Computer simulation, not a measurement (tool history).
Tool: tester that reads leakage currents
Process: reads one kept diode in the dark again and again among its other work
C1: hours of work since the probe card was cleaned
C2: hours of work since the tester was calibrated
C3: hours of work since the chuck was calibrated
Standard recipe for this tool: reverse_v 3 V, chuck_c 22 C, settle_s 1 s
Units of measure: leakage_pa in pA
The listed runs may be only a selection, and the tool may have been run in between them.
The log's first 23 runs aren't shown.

{"run": 24, "day": 140.254, "reverse_v": 2.55, "chuck_c": 45, "settle_s": 4.7, "C1": 854, "C2": 1359, "C3": 383, "leakage_pa": 357.09}
{"run": 25, "day": 146.671, "reverse_v": 1.22, "chuck_c": 58, "settle_s": 1.77, "C1": 963, "C2": 1469, "C3": 492, "leakage_pa": 587.95}
{"run": 26, "day": 151.75, "reverse_v": 1.22, "chuck_c": 58, "settle_s": 1.77, "C1": 1050, "C2": 1556, "C3": 579, "leakage_pa": 595.53}
{"run": 27, "day": 156.279, "reverse_v": 2.41, "chuck_c": 58, "settle_s": 1.77, "C1": 1128, "C2": 1633, "C3": 657, "leakage_pa": 818.69}
{"run": 28, "day": 160.938, "reverse_v": 15.32, "chuck_c": 20, "settle_s": 1.77, "C1": 1207, "C2": 1713, "C3": 736, "leakage_pa": 159.05}
{"run": 29, "day": 168.975, "reverse_v": 15.32, "chuck_c": 45, "settle_s": 2.27, "C1": 1345, "C2": 1850, "C3": 874, "leakage_pa": 870.8}
{"run": 30, "day": 174.729, "reverse_v": 3, "chuck_c": 23, "settle_s": 0.64, "C1": 1443, "C2": 1949, "C3": 972, "leakage_pa": 89.22}
{"run": 31, "day": 179.667, "reverse_v": 3, "chuck_c": 23, "settle_s": 0.64, "C1": 1527, "C2": 2033, "C3": 1057, "leakage_pa": 90.39}
{"run": 32, "day": 186.288, "reverse_v": 3, "chuck_c": 23, "settle_s": 0.64, "C1": 1641, "C2": 2146, "C3": 1170, "leakage_pa": 91.95}
{"day": 186.962, "done": "chuck's temperature calibrated"}
{"run": 33, "day": 194.758, "reverse_v": 18.87, "chuck_c": 23, "settle_s": 2.13, "C1": 1784, "C2": 2290, "C3": 133, "leakage_pa": 218.72}
{"run": 34, "day": 201.817, "reverse_v": 18.87, "chuck_c": 33, "settle_s": 1.18, "C1": 1905, "C2": 2410, "C3": 254, "leakage_pa": 426.7}
{"run": 35, "day": 208.683, "reverse_v": 18.87, "chuck_c": 33, "settle_s": 1.18, "C1": 2022, "C2": 2528, "C3": 371, "leakage_pa": 433.57}
{"run": 36, "day": 214.621, "reverse_v": 3, "chuck_c": 27, "settle_s": 0.52, "C1": 2124, "C2": 2629, "C3": 473, "leakage_pa": 116.39}
{"run": 37, "day": 218.133, "reverse_v": 3, "chuck_c": 27, "settle_s": 0.86, "C1": 2184, "C2": 2690, "C3": 533, "leakage_pa": 116.96}
{"run": 38, "day": 222.533, "reverse_v": 3, "chuck_c": 27, "settle_s": 0.86, "C1": 2259, "C2": 2765, "C3": 608, "leakage_pa": 118.09}

Consider 5 possible next runs. They are alternatives, not a sequence: every one starts from the tool as it was left by run 38. What does each give?
{"day": 225.767, "done": "probe card cleaned and baked"}
{"run": "A", "day": 229.554, "reverse_v": 4.8, "chuck_c": 27, "settle_s": 7.3, "C1": 65, "C2": 2883, "C3": 726, "leakage_pa": "?"}
{"day": 225.767, "done": "probe card cleaned and baked"}
{"run": "B", "day": 229.554, "reverse_v": 3, "chuck_c": 27, "settle_s": 4.85, "C1": 65, "C2": 2883, "C3": 726, "leakage_pa": "?"}
{"day": 225.767, "done": "probe card cleaned and baked"}
{"run": "C", "day": 229.554, "reverse_v": 8.88, "chuck_c": 22, "settle_s": 3.14, "C1": 65, "C2": 2883, "C3": 726, "leakage_pa": "?"}
{"day": 225.767, "done": "probe card cleaned and baked"}
{"run": "D", "day": 229.554, "reverse_v": 12.73, "chuck_c": 28, "settle_s": 4.52, "C1": 65, "C2": 2883, "C3": 726, "leakage_pa": "?"}
{"day": 225.767, "done": "probe card cleaned and baked"}
{"run": "E", "day": 229.554, "reverse_v": 2.97, "chuck_c": 27, "settle_s": 1.01, "C1": 65, "C2": 2883, "C3": 726, "leakage_pa": "?"}

run=A leakage_pa=139.34
run=B leakage_pa=112.09
run=C leakage_pa=126.85
run=D leakage_pa=235.38
run=E leakage_pa=111.8
With no hidden state in the tool, these same runs would have given:
run=A leakage_pa=127.03
run=B leakage_pa=102.25
run=C leakage_pa=115.01
run=D leakage_pa=214.36
run=E leakage_pa=102.01
